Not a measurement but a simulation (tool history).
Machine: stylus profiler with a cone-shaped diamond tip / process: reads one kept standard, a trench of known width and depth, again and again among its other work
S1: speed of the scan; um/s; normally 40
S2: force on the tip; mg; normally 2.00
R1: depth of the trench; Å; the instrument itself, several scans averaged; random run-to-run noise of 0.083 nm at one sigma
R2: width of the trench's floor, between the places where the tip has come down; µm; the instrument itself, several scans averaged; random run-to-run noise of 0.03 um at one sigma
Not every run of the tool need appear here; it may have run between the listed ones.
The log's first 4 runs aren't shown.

run 5 hour=206.6 | S1=40 S2=2.00 | R1=5064.4 R2=17.08
run 6 hour=239.2 | S1=40 S2=2.00 | R1=5062.7 R2=17.03
run 7 hour=267.3 | S1=11 S2=2.00 | R1=5064.6 R2=17.17
run 8 hour=297.8 | S1=11 S2=2.00 | R1=5064.4 R2=17.10
run 9 hour=356.0 | S1=18 S2=2.00 | R1=5066.0 R2=17.09
run 10 hour=415.8 | S1=18 S2=2.00 | R1=5067.4 R2=17.05
run 11 hour=454.9 | S1=40 S2=1.41 | R1=5052.5 R2=16.95
run 12 hour=504.8 | S1=40 S2=1.06 | R1=5045.2 R2=16.96
run 13 hour=533.6 | S1=40 S2=1.06 | R1=5044.3 R2=16.88
run 14 hour=589.2 | S1=40 S2=2.00 | R1=5066.4 R2=16.96
run 15 hour=649.7 | S1=40 S2=2.00 | R1=5067.6 R2=16.90
run 16 hour=704.1 | S1=40 S2=2.92 | R1=5085.8 R2=16.88
run 17 hour=752.7 | S1=40 S2=2.92 | R1=5087.1 R2=16.93
run 18 hour=804.9 | S1=40 S2=2.92 | R1=5086.0 R2=16.86
run 19 hour=862.8 | S1=40 S2=2.92 | R1=5086.0 R2=16.87
run 20 hour=893.9 | S1=24 S2=3.70 | R1=5102.7 R2=16.95

For run 21, what comes out?
run 21 hour=920.2 | S1=24 S2=3.70 | R1=? R2=?

R1: 5101.0 Å
R2: 16.90 µm
Without the tool's hidden state the same run would have given R1 5091.4 Å, R2 17.27 µm.

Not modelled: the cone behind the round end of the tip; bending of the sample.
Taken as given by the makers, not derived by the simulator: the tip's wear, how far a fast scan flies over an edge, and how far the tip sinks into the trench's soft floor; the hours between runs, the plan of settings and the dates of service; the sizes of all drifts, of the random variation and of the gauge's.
